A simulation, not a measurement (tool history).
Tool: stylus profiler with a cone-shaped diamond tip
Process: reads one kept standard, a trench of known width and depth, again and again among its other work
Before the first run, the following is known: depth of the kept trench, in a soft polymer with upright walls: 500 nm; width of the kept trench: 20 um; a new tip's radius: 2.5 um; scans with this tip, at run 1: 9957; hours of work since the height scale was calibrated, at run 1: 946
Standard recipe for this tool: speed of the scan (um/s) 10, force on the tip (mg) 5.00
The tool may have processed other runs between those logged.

run    hour  speed of the scan (um/s)  force on the tip (mg)  scans with this tip  hours of work since the height scale was calibrated  depth of the trench (Å)  width of the trench's floor (um)
  1     0.0                        10                   5.00                 9957                                                  946                   5116.9                             14.69
       26.3  -- new tip fitted, height scale calibrated
  2    67.2                        10                   5.00                  310                                                   29                   5111.6                             16.85
  3   149.6                        10                   5.00                  934                                                   89                   5110.6                             16.62
  4   190.5                        10                   5.00                 1244                                                  118                   5112.4                             16.59
  5   262.1                        10                   5.00                 1786                                                  170                   5111.9                             16.43
  6   345.7                        10                   5.00                 2420                                                  230                   5112.2                             16.26
  7   432.4                        10                   9.43                 3077                                                  292                   5171.4                             16.05
  8   511.5                        10                   9.43                 3676                                                  349                   5172.7                             15.92
  9   563.5                        10                   9.43                 4070                                                  387                   5172.9                             15.85
 10   643.2                        10                   9.43                 4674                                                  444                   5174.5                             15.69
 11   711.5                        12                   5.00                 5191                                                  493                   5114.2                             15.64
 12   749.1                        12                   5.00                 5476                                                  520                   5114.5                             15.51
 13   815.5                        10                   5.00                 5980                                                  568                   5114.1                             15.41
 14   894.2                        10                   5.00                 6576                                                  625                   5115.0                             15.27
 15   943.0                        10                   5.00                 6946                                                  660                   5116.2                             15.17
 16   984.2                        10                   5.00                 7257                                                  690                   5115.6                             15.22
 17  1027.9                        10                   5.00                 7589                                                  721                   5115.4                             15.05
 18  1100.3                         2                   5.00                 8137                                                  773                   5116.7                             14.97
 19  1173.3                         2                   5.00                 8690                                                  826                   5117.9                             14.93
     1179.0  -- height scale calibrated on a step standard
 20  1210.3                         2                   5.00                 8967                                                   23                   5121.4                             14.85
 21  1283.1                        10                   1.78                 9518                                                   75                   5066.1                             14.65
 22  1325.3                        29                   5.00                 9838                                                  105                   5120.5                             14.55
     1342.7  -- height scale calibrated on a step standard, once more
     1361.7  -- new tip fitted, height scale calibrated
 23  1416.5                        29                   5.00                  415                                                   39                   5111.2                             16.74
 24  1462.8                        29                   5.00                  766                                                   73                   5110.1                             16.59
 25  1532.7                        12                   5.00                 1296                                                  123                   5111.0                             16.52
 26  1581.5                        12                   5.00                 1665                                                  158                   5111.4                             16.41
 27  1623.2                        37                   1.67                 1981                                                  188                   5053.2                             16.15
 28  1706.4                        37                   1.67                 2612                                                  248                   5052.7                             15.94
 29  1765.4                        15                   9.50                 3058                                                  291                   5171.5                             16.06
 30  1835.8                         3                   5.00                 3592                                                  341                   5112.4                             15.96
 31  1907.3                         3                   5.00                 4134                                                  393                   5112.9                             15.79
 32  1993.1                         4                   4.33                 4783                                                  455                   5102.0                             15.63
 33  2068.4                         3                   1.88                 5354                                                  509                   5060.3                             15.52
 34  2147.1                         3                   2.75                 5950                                                  565                   5077.8                             15.46
 35  2202.5                         3                   2.75                 6370                                                  605                   5077.3                             15.37
 36  2278.0                         3                   5.32                 6942                                                  660                   5119.5                             15.24
 37  2351.0                         3                   5.32                 7495                                                  712                   5119.4                             15.06
 38  2410.0                        11                   7.33                 7942                                                  755                   5148.2                             15.01
 39  2484.5                        11                  14.66                 8507                                                  808                   5233.5                             14.87
 40  2520.1                         4                   5.61                 8776                                                  834                   5125.2                             14.87
 41  2555.7                         4                   5.61                 9046                                                  860                   5125.0                             14.81
 42  2607.3                         2                   4.48                 9437                                                  897                   5108.3                             14.75
 43  2648.2                         7                   3.68                 9747                                                  926                   5096.5                             14.66
     2697.8  -- new tip fitted, height scale calibrated
 44  2724.7                        16                  10.45                  203                                                   19                   5180.8                             16.86
 45  2775.5                        11                   5.44                  588                                                   56                   5116.8                             16.74

Branching from run 45: 3 alternative next runs. What would each branch give?
  A  2839.0                        23                   2.41                 1069                                                  102                        ?                                 ?
  B  2839.0                        29                   7.22                 1069                                                  102                        ?                                 ?
  C  2839.0                        15                   2.49                 1069                                                  102                        ?                                 ?

run  depth of the trench (Å)  width of the trench's floor (um)
  A                   5067.9                             16.49
  B                   5141.6                             16.53
  C                   5068.6                             16.60
Take away the tool's hidden state, keep each run's random variation, and the runs would have read:
run  depth of the trench (Å)  width of the trench's floor (um)
  A                   5068.9                             16.82
  B                   5142.7                             16.87
  C                   5069.6                             16.93

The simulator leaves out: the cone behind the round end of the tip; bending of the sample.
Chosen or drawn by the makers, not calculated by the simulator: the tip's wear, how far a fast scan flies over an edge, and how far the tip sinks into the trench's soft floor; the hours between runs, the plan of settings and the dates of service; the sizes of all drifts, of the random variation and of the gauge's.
